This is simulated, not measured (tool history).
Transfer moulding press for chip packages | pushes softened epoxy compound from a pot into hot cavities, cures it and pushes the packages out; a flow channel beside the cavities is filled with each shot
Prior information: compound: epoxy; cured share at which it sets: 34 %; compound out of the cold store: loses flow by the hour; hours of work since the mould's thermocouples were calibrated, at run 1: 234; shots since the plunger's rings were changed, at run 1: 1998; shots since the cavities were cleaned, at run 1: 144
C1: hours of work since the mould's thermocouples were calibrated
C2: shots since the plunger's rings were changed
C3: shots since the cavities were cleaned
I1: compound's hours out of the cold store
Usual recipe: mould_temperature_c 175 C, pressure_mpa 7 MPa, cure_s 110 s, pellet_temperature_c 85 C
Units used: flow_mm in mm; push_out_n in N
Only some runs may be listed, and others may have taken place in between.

Run 1, hour 0: usual settings; C1 234; C2 1998; C3 144; I1 43.4. Result: flow_mm 617 mm, push_out_n 406 N.
At hour 46.3: cavities cleaned with cleaning compound and waxed.
Run 2, hour 46.3: usual settings but pellet_temperature_c 78 C; C1 257; C2 2389; C3 0; I1 22.1. Result: flow_mm 685 mm, push_out_n 308 N.
Run 3, hour 73: usual settings; C1 271; C2 2621; C3 232; I1 31.5. Result: flow_mm 657 mm, push_out_n 449 N.
At hour 109.8: cavities cleaned with cleaning compound and waxed.
Run 4, hour 117.9: usual settings; C1 293; C2 2998; C3 70; I1 32.2. Result: flow_mm 636 mm, push_out_n 352 N.
Run 5, hour 151.5: usual settings; C1 310; C2 3292; C3 364; I1 41. Result: flow_mm 616 mm, push_out_n 502 N.
At hour 170.1: cavities cleaned with cleaning compound and waxed.
Run 6, hour 210.9: usual settings; C1 340; C2 3795; C3 355; I1 41.7. Result: flow_mm 612 mm, push_out_n 496 N.
At hour 230.4: cavities cleaned with cleaning compound and waxed.
Run 7, hour 261.2: usual settings; C1 365; C2 4220; C3 268; I1 46.5. Result: flow_mm 577 mm, push_out_n 445 N.
At hour 266.9: mould's thermocouples calibrated.
At hour 291: cavities cleaned with cleaning compound and waxed.
Run 8, hour 307.9: usual settings; C1 20; C2 4596; C3 147; I1 16.4. Result: flow_mm 673 mm, push_out_n 396 N.
At hour 351.7: cavities cleaned with cleaning compound and waxed.
At hour 357.9: plunger's sealing rings changed.
Run 9, hour 359.7: usual settings; C1 45; C2 15; C3 48; I1 26.1. Result: flow_mm 691 mm, push_out_n 365 N.
Run 10, hour 387.5: usual settings but mould_temperature_c 172 C, pressure_mpa 6.53 MPa, cure_s 140 s; C1 59; C2 257; C3 290; I1 10.2. Result: flow_mm 734 mm, push_out_n 454 N.
At hour 416.2: cavities cleaned with cleaning compound and waxed.
Run 11, hour 437.4: usual settings but mould_temperature_c 172 C, pressure_mpa 6.53 MPa, cure_s 140 s; C1 84; C2 679; C3 185; I1 12.5. Result: flow_mm 714 mm, push_out_n 418 N.
At hour 474.9: cavities cleaned with cleaning compound and waxed.
Run 12, hour 502.3: usual settings but mould_temperature_c 181 C, pressure_mpa 6.53 MPa, cure_s 140 s; C1 116; C2 1231; C3 239; I1 42.3. Result: flow_mm 586 mm, push_out_n 423 N.
At hour 507.5: mould's thermocouples calibrated, once more.
At hour 539.8: cavities cleaned with cleaning compound and waxed.
Run 13, hour 542.9: usual settings but mould_temperature_c 181 C, pressure_mpa 6.53 MPa, cure_s 140 s; C1 17; C2 1553; C3 27; I1 23.2. Result: flow_mm 645 mm, push_out_n 309 N.
At hour 599.5: cavities cleaned with cleaning compound and waxed.
Run 14, hour 599.8: usual settings but mould_temperature_c 181 C, pressure_mpa 6.53 MPa, cure_s 140 s; C1 46; C2 2036; C3 3; I1 33.7. Result: flow_mm 606 mm, push_out_n 291 N.
Run 15, hour 641.4: usual settings but mould_temperature_c 176 C, pressure_mpa 5.55 MPa, cure_s 105 s, pellet_temperature_c 89 C; C1 67; C2 2398; C3 365; I1 37.8. Result: flow_mm 555 mm, push_out_n 501 N.

What if the next run were any one of these 3? Each begins from the tool's condition after run 15:
At hour 658.7: cavities cleaned with cleaning compound and waxed.
Run A, hour 676.2: usual settings but mould_temperature_c 171 C, pressure_mpa 7.99 MPa, cure_s 148 s; C1 84; C2 2688; C3 153; I1 9.3. Result: flow_mm ?, push_out_n ?.
At hour 658.7: cavities cleaned with cleaning compound and waxed.
Run B, hour 676.2: usual settings but pressure_mpa 5.37 MPa, cure_s 109 s, pellet_temperature_c 78 C; C1 84; C2 2688; C3 153; I1 41.4. Result: flow_mm ?, push_out_n ?.
At hour 658.7: cavities cleaned with cleaning compound and waxed.
Run C, hour 676.2: usual settings but mould_temperature_c 176 C, pressure_mpa 6.18 MPa; C1 84; C2 2688; C3 153; I1 43.1. Result: flow_mm ?, push_out_n ?.

run  flow_mm  push_out_n
  A      776         376
  B      545         403
  C      584         402
Without the tool's hidden state the same runs would have given:
run  flow_mm  push_out_n
  A      816         288
  B      572         311
  C      613         309
